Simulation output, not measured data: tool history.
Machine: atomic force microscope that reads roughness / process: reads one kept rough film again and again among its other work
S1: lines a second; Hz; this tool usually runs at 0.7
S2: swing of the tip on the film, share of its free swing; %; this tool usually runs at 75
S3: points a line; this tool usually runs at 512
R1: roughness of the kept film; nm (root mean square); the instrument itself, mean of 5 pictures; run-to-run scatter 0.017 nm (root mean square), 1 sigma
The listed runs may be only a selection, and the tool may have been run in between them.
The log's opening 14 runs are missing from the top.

run   hour     S1  S2   S3     R1
 15  428.6   1.02  75  512  4.173
 16  449.2   1.02  75  512   4.13
 17  469.8   1.02  75  754   4.17
 18  507.4    0.7  75  440  4.228
 19  544.3    0.7  75  440  4.277
 20    562    0.7  75  440   4.25
       565  -- new tip fitted
 21  588.6    0.7  75  440   4.25
 22  607.9    0.7  75  440   4.25
 23  643.3    0.7  75  622  4.273
 24  671.4    0.7  75  512  4.227
 25  688.6  2.302  76  512  3.829
 26  730.9  2.306  58  512  4.236
     754.6  -- new tip fitted
 27    755  2.306  58  512   4.19
 28  773.3    0.7  75  478  4.234
 29  797.7    0.7  75  478  4.234
 30  837.2  3.941  61  379  3.991
 31    858  0.504  75  441  4.283
 32  897.8  1.787  80  314  3.843

Run 33 is up next; what results do you expect?
 33  924.4  2.822  71  314   ?

{"run 33": {"R1": 3.886}}
Had the tool carried no hidden state, the very same run would have given R1 3.893 nm (root mean square).
